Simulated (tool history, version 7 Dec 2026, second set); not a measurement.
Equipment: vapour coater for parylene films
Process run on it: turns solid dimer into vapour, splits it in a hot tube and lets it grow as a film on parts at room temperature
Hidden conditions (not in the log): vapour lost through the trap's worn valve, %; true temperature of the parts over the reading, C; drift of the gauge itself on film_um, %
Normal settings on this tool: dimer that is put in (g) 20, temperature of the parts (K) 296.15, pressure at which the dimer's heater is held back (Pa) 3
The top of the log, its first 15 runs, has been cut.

| run | hour | dimer that is put in (g) | temperature of the parts (K) | pressure at which the dimer's heater is held back (Pa) | hours of work since the trap's valve was overhauled | hours of work since the table's thermometer was calibrated | thickness of the film (µm) |
|---|---|---|---|---|---|---|---|
| 16 | 606.7 | 20 | 296.15 | 8.99 | 304 | 841 | 4.65 |
| 17 | 633.8 | 20 | 296.15 | 8.99 | 327 | 864 | 4.65 |
| 18 | 667.2 | 21 | 296.15 | 3 | 356 | 893 | 5.6 |
| 19 | 708 | 21 | 307.15 | 3 | 392 | 929 | 4.04 |
| 20 | 752.7 | 21 | 307.15 | 3 | 431 | 968 | 3.97 |
| 21 | 805.2 | 20 | 307.15 | 2.34 | 476 | 1014 | 3.84 |
|  | 811.5 | table's thermometer calibrated |
| 22 | 858 | 20 | 307.15 | 2.34 | 522 | 40 | 3.96 |
|  | 879.4 | trap's valve overhauled |
| 23 | 905 | 8 | 296.15 | 2.25 | 22 | 78 | 2.57 |
| 24 | 946.9 | 11 | 296.15 | 4.23 | 59 | 114 | 3.17 |
| 25 | 1001.8 | 20 | 301.15 | 2.14 | 107 | 162 | 5.35 |
| 26 | 1041.9 | 26 | 296.15 | 3.97 | 142 | 197 | 7.53 |
| 27 | 1074.3 | 26 | 296.15 | 3.97 | 170 | 225 | 7.28 |
|  | 1083.5 | table's thermometer calibrated, once more |
| 28 | 1126.6 | 16 | 290.15 | 3 | 214 | 38 | 5.29 |
| 29 | 1175.1 | 19 | 290.15 | 3 | 257 | 80 | 6.07 |
| 30 | 1230.9 | 12 | 296.15 | 5.01 | 305 | 128 | 3 |
| 31 | 1262.2 | 17 | 298.15 | 6.03 | 333 | 156 | 3.83 |
| 32 | 1289.6 | 17 | 298.15 | 6.03 | 356 | 180 | 3.8 |
| 33 | 1322.5 | 17 | 298.15 | 6.03 | 385 | 208 | 3.69 |
| 34 | 1348.8 | 17 | 298.15 | 6.03 | 408 | 231 | 3.77 |
| 35 | 1390.9 | 15 | 290.15 | 6.03 | 445 | 268 | 4.27 |
| 36 | 1440.8 | 30 | 303.15 | 3 | 488 | 311 | 6.09 |
| 37 | 1490.4 | 18 | 304.15 | 9.58 | 531 | 354 | 2.98 |
|  | 1498.1 | trap's valve overhauled |
| 38 | 1533 | 25 | 293.15 | 3.88 | 30 | 388 | 7.63 |
| 39 | 1572 | 25 | 289.15 | 3.19 | 64 | 422 | 8.72 |

What if the next run were any one of these 3? Each begins from the tool's condition after run 39:
| A | 1622.4 | 25 | 289.15 | 3.19 | 108 | 466 | ? |
| B | 1622.4 | 28 | 305.15 | 4.08 | 108 | 466 | ? |
| C | 1622.4 | 19 | 296.15 | 2.19 | 108 | 466 | ? |

| run | thickness of the film (µm) |
|---|---|
| A | 8.77 |
| B | 5.64 |
| C | 5.58 |
Without the tool's hidden state the same runs would have given:
| run | thickness of the film (µm) |
|---|---|
| A | 8.8 |
| B | 5.65 |
| C | 5.59 |
